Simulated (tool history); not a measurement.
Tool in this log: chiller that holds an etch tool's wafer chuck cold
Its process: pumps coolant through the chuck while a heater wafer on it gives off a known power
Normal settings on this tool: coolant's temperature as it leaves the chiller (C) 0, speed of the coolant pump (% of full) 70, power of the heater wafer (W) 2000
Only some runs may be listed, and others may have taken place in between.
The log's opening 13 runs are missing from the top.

run,day,coolant's temperature as it leaves the chiller (C),speed of the coolant pump (% of full),power of the heater wafer (W),chuck's temperature once it has settled (C),how much warmer the coolant comes back (C)
14,24.033,0,84,2000,17.8,6.6
15,25.858,0,84,2000,17.7,6.59
16,28.388,2,78,2748,27.5,9.75
17,30.554,2,78,2748,27.8,9.84
# day 30.783: chiller's thermometer calibrated
18,32.204,-10,70,2123,11.2,8.51
19,34.583,-10,70,2123,11.4,8.52
20,35.733,1,70,2098,22.2,8.41
21,38.108,4,91,1838,19.6,5.56
22,39.471,8,70,1514,23.2,6.07
# day 41.092: chiller's thermometer calibrated, once more
23,41.092,-6,75,1733,10.9,6.51
24,42.621,-6,89,1343,5.6,4.18
25,44.288,-5,70,2000,15.6,8.04
26,46.283,8,63,1211,21.3,5.46
27,48.746,8,68,1209,20.5,5.04
28,50.071,7,71,2227,29.9,8.82
29,51.821,7,100,1966,23.1,5.45
30,54.217,0,76,1144,11.1,4.24

Alternative continuations, all from the tool just after run 30; predict every row:
A,55.425,-5,76,1144,?,?
B,55.425,-5,91,2505,?,?
C,55.425,-1,76,1220,?,?

run,chuck's temperature once it has settled (C),how much warmer the coolant comes back (C)
A,6.2,4.26
B,17,7.57
C,10.9,4.54
Without the tool's hidden state the same runs would have given:
run,chuck's temperature once it has settled (C),how much warmer the coolant comes back (C)
A,4.2,4.18
B,13,7.43
C,8.8,4.45

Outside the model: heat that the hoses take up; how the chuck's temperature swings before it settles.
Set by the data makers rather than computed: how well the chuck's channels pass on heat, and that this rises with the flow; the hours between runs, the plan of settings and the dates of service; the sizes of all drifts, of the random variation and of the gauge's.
